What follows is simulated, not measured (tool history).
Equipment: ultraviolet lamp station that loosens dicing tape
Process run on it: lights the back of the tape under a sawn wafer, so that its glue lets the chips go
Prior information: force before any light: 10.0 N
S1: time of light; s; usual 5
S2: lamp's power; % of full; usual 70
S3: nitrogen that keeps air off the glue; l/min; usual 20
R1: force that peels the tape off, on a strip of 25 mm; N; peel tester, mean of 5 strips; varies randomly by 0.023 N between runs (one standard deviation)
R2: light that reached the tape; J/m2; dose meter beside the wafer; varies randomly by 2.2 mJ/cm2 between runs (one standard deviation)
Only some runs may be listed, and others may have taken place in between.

run,day,S1,S2,S3,R1,R2
1,0,5,70,20,1.608,1570
2,2.05,5,70,20,1.59,1570
3,3.338,5,70,20,1.671,1530
4,4.238,5,70,20,1.665,1540
5,5.896,5,70,20,1.825,1510
6,7.908,5,71,20,1.83,1470
7,9.462,5,70,20,1.953,1440
8,10.362,5,70,20,1.98,1420
9,11.25,3,70,20,3.675,830
10,12.85,3,80,20,3.37,920
11,14.796,3,80,20,3.5,940
12,16.638,8,80,8,1.611,2400
13,18.117,6,80,8,2.574,1750
14,19.038,3,79,16,4.108,860
15,20.646,3,79,16,4.071,840
# day 21.283: lamp changed
16,22.733,3,79,16,2.757,1220
17,23.967,3,79,6,4.303,1190
18,25.908,3,79,6,4.437,1160
# day 26.979: window cleaned of glue's vapour
19,27.958,3,79,6,4.285,1200
20,29.308,4,88,17,1.463,1820
21,31.171,8,62,17,0.784,2480
22,32.525,3,62,17,3.75,910

Consider 3 possible next runs. They are alternatives, not a sequence: every one starts from the tool as it was left by run 22. What does each give?
A,33.754,3,62,10,?,?
B,33.754,3,82,38,?,?
C,33.754,3,62,29,?,?

run,R1,R2
A,4.599,930
B,1.802,1200
C,3.153,920
Had the tool no hidden state, the same runs would have come out as:
run,R1,R2
A,4.117,1060
B,1.433,1370
C,2.666,1050
